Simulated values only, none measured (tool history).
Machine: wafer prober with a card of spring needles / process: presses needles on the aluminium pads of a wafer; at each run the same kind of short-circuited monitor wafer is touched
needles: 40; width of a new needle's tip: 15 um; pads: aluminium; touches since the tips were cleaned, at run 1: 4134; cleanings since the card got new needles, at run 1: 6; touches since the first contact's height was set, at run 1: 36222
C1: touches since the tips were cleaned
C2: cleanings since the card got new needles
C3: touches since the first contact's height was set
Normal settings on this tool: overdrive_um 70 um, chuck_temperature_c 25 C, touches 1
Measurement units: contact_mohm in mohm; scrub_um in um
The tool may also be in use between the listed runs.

{"run": 1, "hour": 0.0, "overdrive_um": 70, "chuck_temperature_c": 25, "touches": 1, "C1": 4134, "C2": 6, "C3": 36222, "contact_mohm": 126, "scrub_um": 9.12}
{"hour": 4.8, "done": "tips cleaned on abrasive film"}
{"run": 2, "hour": 7.4, "overdrive_um": 70, "chuck_temperature_c": 25, "touches": 1, "C1": 583, "C2": 7, "C3": 37903, "contact_mohm": 127, "scrub_um": 9.09}
{"run": 3, "hour": 16.5, "overdrive_um": 70, "chuck_temperature_c": 25, "touches": 1, "C1": 2708, "C2": 7, "C3": 40028, "contact_mohm": 126, "scrub_um": 9.17}
{"hour": 27.5, "done": "tips cleaned on abrasive film"}
{"run": 4, "hour": 29.2, "overdrive_um": 70, "chuck_temperature_c": 25, "touches": 1, "C1": 410, "C2": 8, "C3": 42942, "contact_mohm": 127, "scrub_um": 9.08}
{"run": 5, "hour": 35.1, "overdrive_um": 70, "chuck_temperature_c": 25, "touches": 1, "C1": 1777, "C2": 8, "C3": 44309, "contact_mohm": 125, "scrub_um": 9.09}
{"run": 6, "hour": 47.9, "overdrive_um": 70, "chuck_temperature_c": 25, "touches": 1, "C1": 4729, "C2": 8, "C3": 47261, "contact_mohm": 124, "scrub_um": 9.15}
{"hour": 49.6, "done": "tips cleaned on abrasive film"}
{"run": 7, "hour": 57.9, "overdrive_um": 70, "chuck_temperature_c": 25, "touches": 1, "C1": 1920, "C2": 9, "C3": 49548, "contact_mohm": 129, "scrub_um": 9.11}
{"run": 8, "hour": 69.2, "overdrive_um": 70, "chuck_temperature_c": 25, "touches": 1, "C1": 4536, "C2": 9, "C3": 52164, "contact_mohm": 125, "scrub_um": 9.19}
{"hour": 71.9, "done": "tips cleaned on abrasive film"}
{"run": 9, "hour": 80.9, "overdrive_um": 70, "chuck_temperature_c": 35, "touches": 1, "C1": 2091, "C2": 10, "C3": 54859, "contact_mohm": 127, "scrub_um": 9.25}
{"run": 10, "hour": 86.7, "overdrive_um": 70, "chuck_temperature_c": 35, "touches": 1, "C1": 3420, "C2": 10, "C3": 56188, "contact_mohm": 128, "scrub_um": 9.21}
{"hour": 94.2, "done": "tips cleaned on abrasive film"}
{"run": 11, "hour": 95.7, "overdrive_um": 81, "chuck_temperature_c": 25, "touches": 1, "C1": 348, "C2": 11, "C3": 58255, "contact_mohm": 123, "scrub_um": 10.63}
{"run": 12, "hour": 108.6, "overdrive_um": 81, "chuck_temperature_c": 25, "touches": 1, "C1": 3330, "C2": 11, "C3": 61237, "contact_mohm": 126, "scrub_um": 10.72}
{"hour": 114.4, "done": "gauge calibrated"}
{"run": 13, "hour": 115.6, "overdrive_um": 81, "chuck_temperature_c": 25, "touches": 1, "C1": 4957, "C2": 11, "C3": 62864, "contact_mohm": 124, "scrub_um": 10.52}
{"hour": 116.7, "done": "tips cleaned on abrasive film"}
{"run": 14, "hour": 124.2, "overdrive_um": 61, "chuck_temperature_c": 25, "touches": 1, "C1": 1728, "C2": 12, "C3": 64824, "contact_mohm": 128, "scrub_um": 7.96}
{"run": 15, "hour": 130.5, "overdrive_um": 70, "chuck_temperature_c": 25, "touches": 1, "C1": 3188, "C2": 12, "C3": 66284, "contact_mohm": 126, "scrub_um": 9.1}
{"run": 16, "hour": 137.7, "overdrive_um": 70, "chuck_temperature_c": 25, "touches": 1, "C1": 4863, "C2": 12, "C3": 67959, "contact_mohm": 125, "scrub_um": 9.22}

The next listed run, before its measurement:
{"hour": 139.1, "done": "tips cleaned on abrasive film"}
{"run": 17, "hour": 148.3, "overdrive_um": 70, "chuck_temperature_c": 25, "touches": 1, "C1": 2135, "C2": 13, "C3": 70385, "contact_mohm": "?", "scrub_um": "?"}

{"run 17": {"contact_mohm": 123, "scrub_um": 9.08}}
Without the tool's hidden state the same run would have given contact_mohm 123 mohm, scrub_um 9.03 um.
